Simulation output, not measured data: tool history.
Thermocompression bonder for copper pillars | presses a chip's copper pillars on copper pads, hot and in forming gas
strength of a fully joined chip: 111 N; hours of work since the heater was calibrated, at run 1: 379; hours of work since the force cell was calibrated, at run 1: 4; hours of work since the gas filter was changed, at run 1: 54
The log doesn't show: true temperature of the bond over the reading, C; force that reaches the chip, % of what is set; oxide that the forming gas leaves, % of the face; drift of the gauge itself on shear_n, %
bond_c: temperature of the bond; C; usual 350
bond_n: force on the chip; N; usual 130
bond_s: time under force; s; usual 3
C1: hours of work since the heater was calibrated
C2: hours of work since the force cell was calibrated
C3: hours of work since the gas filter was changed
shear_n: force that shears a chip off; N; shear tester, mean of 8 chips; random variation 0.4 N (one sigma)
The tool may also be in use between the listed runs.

run 1 hour=0 | bond_c=350 bond_n=130 bond_s=3 | C1=379 C2=4 C3=54 | shear_n=76.6
run 2 hour=6.3 | bond_c=350 bond_n=130 bond_s=3 | C1=382 C2=8 C3=58 | shear_n=77.2
run 3 hour=13.9 | bond_c=350 bond_n=130 bond_s=3 | C1=387 C2=12 C3=63 | shear_n=76.4
run 4 hour=19.2 | bond_c=350 bond_n=130 bond_s=3 | C1=391 C2=16 C3=66 | shear_n=76.6
run 5 hour=26.1 | bond_c=353 bond_n=130 bond_s=3 | C1=395 C2=20 C3=71 | shear_n=77.5
run 6 hour=36.4 | bond_c=350 bond_n=130 bond_s=3 | C1=402 C2=27 C3=77 | shear_n=75.7
run 7 hour=40.7 | bond_c=350 bond_n=130 bond_s=3 | C1=404 C2=29 C3=80 | shear_n=75.5
run 8 hour=50.5 | bond_c=350 bond_n=130 bond_s=3 | C1=411 C2=36 C3=86 | shear_n=75.5
run 9 hour=59.1 | bond_c=350 bond_n=130 bond_s=3 | C1=416 C2=41 C3=91 | shear_n=75.8
run 10 hour=68.7 | bond_c=350 bond_n=130 bond_s=3 | C1=422 C2=47 C3=98 | shear_n=75.3
run 11 hour=73.3 | bond_c=350 bond_n=130 bond_s=3 | C1=425 C2=50 C3=100 | shear_n=75.2
run 12 hour=79.1 | bond_c=350 bond_n=115 bond_s=3 | C1=429 C2=54 C3=104 | shear_n=68.7
run 13 hour=87.4 | bond_c=366 bond_n=130 bond_s=3 | C1=434 C2=59 C3=109 | shear_n=83
run 14 hour=92.6 | bond_c=350 bond_n=135 bond_s=3 | C1=437 C2=62 C3=113 | shear_n=76.9
run 15 hour=97.3 | bond_c=350 bond_n=135 bond_s=3 | C1=440 C2=65 C3=116 | shear_n=76.2
run 16 hour=102.2 | bond_c=350 bond_n=130 bond_s=3 | C1=443 C2=68 C3=119 | shear_n=74.1
run 17 hour=107.6 | bond_c=350 bond_n=130 bond_s=3 | C1=447 C2=72 C3=122 | shear_n=74.2
run 18 hour=116.9 | bond_c=350 bond_n=130 bond_s=3 | C1=453 C2=78 C3=128 | shear_n=73.9
run 19 hour=124.1 | bond_c=350 bond_n=130 bond_s=3 | C1=457 C2=82 C3=133 | shear_n=74.5
run 20 hour=129.1 | bond_c=350 bond_n=130 bond_s=3 | C1=460 C2=86 C3=136 | shear_n=74.2
run 21 hour=136 | bond_c=350 bond_n=159 bond_s=4 | C1=465 C2=90 C3=140 | shear_n=87.1
run 22 hour=141.8 | bond_c=350 bond_n=159 bond_s=4 | C1=468 C2=94 C3=144 | shear_n=86.8
run 23 hour=147.8 | bond_c=350 bond_n=159 bond_s=4 | C1=472 C2=97 C3=148 | shear_n=86.5
run 24 hour=154.2 | bond_c=358 bond_n=180 bond_s=3 | C1=476 C2=101 C3=152 | shear_n=90.6
run 25 hour=161.3 | bond_c=358 bond_n=180 bond_s=3 | C1=481 C2=106 C3=156 | shear_n=89.1
run 26 hour=166 | bond_c=335 bond_n=178 bond_s=4 | C1=484 C2=109 C3=159 | shear_n=83.5
run 27 hour=172.6 | bond_c=350 bond_n=106 bond_s=3 | C1=488 C2=113 C3=163 | shear_n=63.7
run 28 hour=181.6 | bond_c=339 bond_n=124 bond_s=4 | C1=494 C2=119 C3=169 | shear_n=69.7
-- hour=182.7 forming gas filter changed
run 29 hour=187.7 | bond_c=369 bond_n=130 bond_s=2 | C1=497 C2=122 C3=3 | shear_n=83
run 30 hour=192.1 | bond_c=376 bond_n=130 bond_s=2 | C1=500 C2=125 C3=6 | shear_n=88
run 31 hour=196.4 | bond_c=376 bond_n=130 bond_s=2 | C1=503 C2=128 C3=9 | shear_n=85.9
run 32 hour=200.9 | bond_c=376 bond_n=130 bond_s=4 | C1=506 C2=131 C3=12 | shear_n=97.6
run 33 hour=209.4 | bond_c=376 bond_n=130 bond_s=4 | C1=511 C2=136 C3=17 | shear_n=97.5
run 34 hour=216.2 | bond_c=344 bond_n=114 bond_s=3 | C1=515 C2=140 C3=21 | shear_n=68.9
run 35 hour=222.6 | bond_c=344 bond_n=159 bond_s=8 | C1=519 C2=145 C3=25 | shear_n=99.3
run 36 hour=231.8 | bond_c=353 bond_n=127 bond_s=7 | C1=525 C2=150 C3=31 | shear_n=94.9
run 37 hour=240 | bond_c=346 bond_n=132 bond_s=2 | C1=530 C2=156 C3=36 | shear_n=68.2
run 38 hour=244.5 | bond_c=346 bond_n=97 bond_s=4 | C1=533 C2=158 C3=39 | shear_n=66.8
run 39 hour=253.5 | bond_c=341 bond_n=119 bond_s=2 | C1=539 C2=164 C3=45 | shear_n=60.3
run 40 hour=259.1 | bond_c=356 bond_n=130 bond_s=2 | C1=543 C2=168 C3=48 | shear_n=74.1

How the hidden state differs across the entries between the runs, from the last listed run before each to the first after it:
Between runs 28 and 29: forming gas filter changed (hour 182.7)
  oxide that the forming gas leaves, % of the face: 9.09 -> 0.69
  measured less the result without the state, shear_n: -3.1 -> +3 N
